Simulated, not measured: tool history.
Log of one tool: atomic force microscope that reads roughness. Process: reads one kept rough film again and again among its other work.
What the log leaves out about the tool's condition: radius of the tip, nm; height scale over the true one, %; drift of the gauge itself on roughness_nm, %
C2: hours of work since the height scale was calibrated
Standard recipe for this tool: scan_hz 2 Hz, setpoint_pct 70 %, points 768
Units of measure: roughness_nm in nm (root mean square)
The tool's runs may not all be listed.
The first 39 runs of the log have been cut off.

run 40 hour=1068.9 | scan_hz=0.73 setpoint_pct=65 points=518 | pictures_with_this_tip=177 C2=1601 | roughness_nm=3.435
run 41 hour=1108.4 | scan_hz=0.73 setpoint_pct=65 points=518 | pictures_with_this_tip=253 C2=1627 | roughness_nm=3.38
run 42 hour=1143.9 | scan_hz=0.73 setpoint_pct=65 points=518 | pictures_with_this_tip=321 C2=1651 | roughness_nm=3.332
-- hour=1147.3 new tip fitted
run 43 hour=1170.7 | scan_hz=0.73 setpoint_pct=65 points=518 | pictures_with_this_tip=45 C2=1668 | roughness_nm=3.523
run 44 hour=1205.3 | scan_hz=0.73 setpoint_pct=65 points=518 | pictures_with_this_tip=111 C2=1691 | roughness_nm=3.479
run 45 hour=1234 | scan_hz=1.43 setpoint_pct=76 points=574 | pictures_with_this_tip=166 C2=1710 | roughness_nm=3.263
run 46 hour=1260.3 | scan_hz=0.73 setpoint_pct=69 points=768 | pictures_with_this_tip=217 C2=1727 | roughness_nm=3.381
run 47 hour=1277 | scan_hz=2 setpoint_pct=82 points=813 | pictures_with_this_tip=249 C2=1738 | roughness_nm=2.984
run 48 hour=1312 | scan_hz=2 setpoint_pct=82 points=813 | pictures_with_this_tip=316 C2=1761 | roughness_nm=2.939
-- hour=1318.8 new tip fitted
run 49 hour=1336.3 | scan_hz=1.8 setpoint_pct=83 points=366 | pictures_with_this_tip=34 C2=1777 | roughness_nm=3.134
run 50 hour=1354.8 | scan_hz=1.8 setpoint_pct=66 points=366 | pictures_with_this_tip=69 C2=1789 | roughness_nm=3.379
run 51 hour=1389.9 | scan_hz=0.82 setpoint_pct=81 points=608 | pictures_with_this_tip=137 C2=1812 | roughness_nm=3.371
run 52 hour=1411.3 | scan_hz=2.04 setpoint_pct=77 points=822 | pictures_with_this_tip=178 C2=1826 | roughness_nm=3.11

Below are 5 alternative next runs, each starting from the tool's condition after run 52. Predict each:
run A hour=1442.1 | scan_hz=2.04 setpoint_pct=77 points=924 | pictures_with_this_tip=237 C2=1847 | roughness_nm=?
run B hour=1442.1 | scan_hz=3.63 setpoint_pct=74 points=822 | pictures_with_this_tip=237 C2=1847 | roughness_nm=?
run C hour=1442.1 | scan_hz=1.79 setpoint_pct=83 points=768 | pictures_with_this_tip=237 C2=1847 | roughness_nm=?
run D hour=1442.1 | scan_hz=1.41 setpoint_pct=70 points=781 | pictures_with_this_tip=237 C2=1847 | roughness_nm=?
run E hour=1442.1 | scan_hz=2 setpoint_pct=70 points=360 | pictures_with_this_tip=237 C2=1847 | roughness_nm=?

run=A roughness_nm=3.095
run=B roughness_nm=2.888
run=C roughness_nm=3.016
run=D roughness_nm=3.308
run=E roughness_nm=3.2
With the hidden condition removed and each run's random variation left untouched, the same runs would have given:
run=A roughness_nm=3.182
run=B roughness_nm=2.969
run=C roughness_nm=3.1
run=D roughness_nm=3.401
run=E roughness_nm=3.289

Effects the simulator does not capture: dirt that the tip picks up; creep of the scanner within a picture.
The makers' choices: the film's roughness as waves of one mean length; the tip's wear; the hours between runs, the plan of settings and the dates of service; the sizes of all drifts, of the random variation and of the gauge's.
